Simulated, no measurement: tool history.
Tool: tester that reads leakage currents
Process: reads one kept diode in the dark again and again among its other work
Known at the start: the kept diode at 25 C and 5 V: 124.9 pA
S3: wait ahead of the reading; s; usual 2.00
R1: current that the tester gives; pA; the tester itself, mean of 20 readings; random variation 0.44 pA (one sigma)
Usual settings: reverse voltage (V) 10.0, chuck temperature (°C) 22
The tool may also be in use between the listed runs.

Run 1, hour 0.0: usual settings. Result: R1 148.49 pA.
Run 2, hour 23.3: usual settings. Result: R1 148.48 pA.
Run 3, hour 71.5: usual settings. Result: R1 149.92 pA.
Run 4, hour 117.4: usual settings. Result: R1 149.85 pA.
Run 5, hour 147.0: usual settings. Result: R1 150.88 pA.
Run 6, hour 174.7: usual settings. Result: R1 150.70 pA.
Run 7, hour 218.8: usual settings but S3 3.85 s. Result: R1 150.78 pA.
Run 8, hour 268.4: usual settings but chuck temperature (°C) 44. Result: R1 685.42 pA.
Run 9, hour 305.7: usual settings but chuck temperature (°C) 44. Result: R1 690.31 pA.
Run 10, hour 337.2: usual settings but chuck temperature (°C) 57. Result: R1 1546.55 pA.
Run 11, hour 377.0: usual settings. Result: R1 152.95 pA.
Run 12, hour 427.6: usual settings. Result: R1 153.15 pA.
Run 13, hour 477.7: usual settings but S3 0.34 s. Result: R1 160.38 pA.
Run 14, hour 523.6: usual settings but S3 0.34 s. Result: R1 160.07 pA.
Run 15, hour 569.5: usual settings. Result: R1 156.08 pA.
Run 16, hour 602.9: usual settings. Result: R1 155.98 pA.
Run 17, hour 647.9: usual settings. Result: R1 157.76 pA.
Run 18, hour 674.8: usual settings. Result: R1 156.59 pA.
Run 19, hour 720.2: usual settings. Result: R1 156.75 pA.
Run 20, hour 763.1: usual settings. Result: R1 157.65 pA.
Run 21, hour 801.1: usual settings. Result: R1 158.15 pA.
Run 22, hour 847.0: usual settings but chuck temperature (°C) 26. Result: R1 211.53 pA.
Run 23, hour 888.3: usual settings but reverse voltage (V) 5.8, chuck temperature (°C) 26, S3 0.33 s. Result: R1 161.28 pA.
Run 24, hour 910.8: usual settings but reverse voltage (V) 5.8, chuck temperature (°C) 26, S3 0.33 s. Result: R1 161.56 pA.
At hour 948.6: tester calibrated.
Run 25, hour 948.6: usual settings but reverse voltage (V) 2.0, chuck temperature (°C) 31, S3 9.93 s. Result: R1 128.03 pA.
Run 26, hour 982.1: usual settings but reverse voltage (V) 1.6, chuck temperature (°C) 31, S3 9.93 s. Result: R1 113.74 pA.
Run 27, hour 1018.6: usual settings but reverse voltage (V) 1.6, chuck temperature (°C) 31, S3 9.93 s. Result: R1 114.43 pA.
Run 28, hour 1041.0: usual settings but S3 0.95 s. Result: R1 165.44 pA.
Run 29, hour 1075.8: usual settings but reverse voltage (V) 2.2, chuck temperature (°C) 31, S3 1.76 s. Result: R1 135.92 pA.
Run 30, hour 1116.6: usual settings but reverse voltage (V) 9.5, S3 4.92 s. Result: R1 159.83 pA.
Run 31, hour 1157.8: usual settings but reverse voltage (V) 2.2, chuck temperature (°C) 32, S3 4.13 s. Result: R1 147.29 pA.
Run 32, hour 1182.0: usual settings but reverse voltage (V) 8.4. Result: R1 150.07 pA.
Run 33, hour 1227.4: usual settings but reverse voltage (V) 13.4, chuck temperature (°C) 39, S3 6.70 s. Result: R1 633.17 pA.
Run 34, hour 1263.2: usual settings but reverse voltage (V) 13.4, chuck temperature (°C) 39, S3 6.70 s. Result: R1 631.39 pA.
Run 35, hour 1305.1: usual settings but reverse voltage (V) 11.4, chuck temperature (°C) 39, S3 7.20 s. Result: R1 580.25 pA.
Run 36, hour 1334.2: usual settings but S3 0.43 s. Result: R1 171.30 pA.
Run 37, hour 1362.6: usual settings but reverse voltage (V) 3.6, chuck temperature (°C) 28, S3 0.43 s. Result: R1 148.44 pA.
Run 38, hour 1407.7: usual settings but reverse voltage (V) 2.8, chuck temperature (°C) 54, S3 4.09 s. Result: R1 699.02 pA.
Run 39, hour 1453.3: usual settings but reverse voltage (V) 1.2, chuck temperature (°C) 21, S3 0.55 s. Result: R1 49.70 pA.
Run 40, hour 1485.2: usual settings but reverse voltage (V) 1.2, chuck temperature (°C) 21, S3 0.55 s. Result: R1 50.19 pA.
Run 41, hour 1534.1: usual settings but reverse voltage (V) 1.2, chuck temperature (°C) 21, S3 0.55 s. Result: R1 49.97 pA.

3 ways to go on from here, each from the tool as it stands after run 41. What would each give?
Run A, hour 1576.9: usual settings but reverse voltage (V) 1.2, chuck temperature (°C) 24, S3 4.79 s. Result: R1 ?.
Run B, hour 1576.9: usual settings but reverse voltage (V) 5.9, S3 4.13 s. Result: R1 ?.
Run C, hour 1576.9: usual settings but reverse voltage (V) 11.2, chuck temperature (°C) 36, S3 9.46 s. Result: R1 ?.

run      R1
  A   61.83
  B  127.20
  C  476.72
Without the tool's hidden state the same runs would have given:
run      R1
  A   53.62
  B  109.66
  C  417.68
